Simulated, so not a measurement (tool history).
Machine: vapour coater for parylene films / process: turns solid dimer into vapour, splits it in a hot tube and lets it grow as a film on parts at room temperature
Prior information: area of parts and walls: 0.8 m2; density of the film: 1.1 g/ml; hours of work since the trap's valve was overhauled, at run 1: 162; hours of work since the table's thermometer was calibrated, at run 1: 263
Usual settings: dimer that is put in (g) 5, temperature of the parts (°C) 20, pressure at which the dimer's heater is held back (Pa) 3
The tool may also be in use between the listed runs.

run,hour,dimer that is put in (g),temperature of the parts (°C),pressure at which the dimer's heater is held back (Pa),hours of work since the trap's valve was overhauled,hours of work since the table's thermometer was calibrated,thickness of the film (µm)
1,0,5,20,3,162,263,2.54
2,13.1,5,20,3,168,269,2.53
3,30.3,5,20,3,176,277,2.54
4,41,5,20,3,181,282,2.55
5,54.3,5,20,3,187,288,2.51
6,74.3,5,20,3,196,298,2.52
7,86.5,5,12,3,202,303,3.12
8,103.8,5,12,3,210,311,3.06
9,115.1,5,20,3,215,317,2.49
10,133,5,20,3,223,325,2.48
11,151.7,5,20,3,232,334,2.46
12,166.2,5,20,3,239,340,2.51
13,187.3,5,20,3,249,350,2.52
14,208.1,5,17,3,258,360,2.63
15,229.2,5,17,3,268,370,2.68
16,240,2,14,3,273,375,1.15
17,258.3,2,14,3,282,383,1.12
# hour 269.5: trap's valve overhauled
18,276.8,5,22,10.85,3,390,2.37
19,298.1,6,30,3.52,13,400,2.49
20,311.7,3,14,5.69,20,406,1.83
21,329,3,14,5.69,28,414,1.82
22,341.1,3,14,5.69,33,420,1.8
23,351.8,3,19,2.3,38,425,1.7

Below are 4 alternative next runs, each starting from the tool's condition after run 23. Predict each:
A,363,8,15,3.13,44,430,?
B,363,3,19,2.3,44,430,?
C,363,7,14,10.12,44,430,?
D,363,5,32,3.21,44,430,?

run,thickness of the film (µm)
A,4.91
B,1.67
C,4.06
D,1.96
The same runs, with their run-to-run variation unchanged, on a tool lacking any hidden condition would have given:
run,thickness of the film (µm)
A,4.98
B,1.7
C,4.12
D,1.99
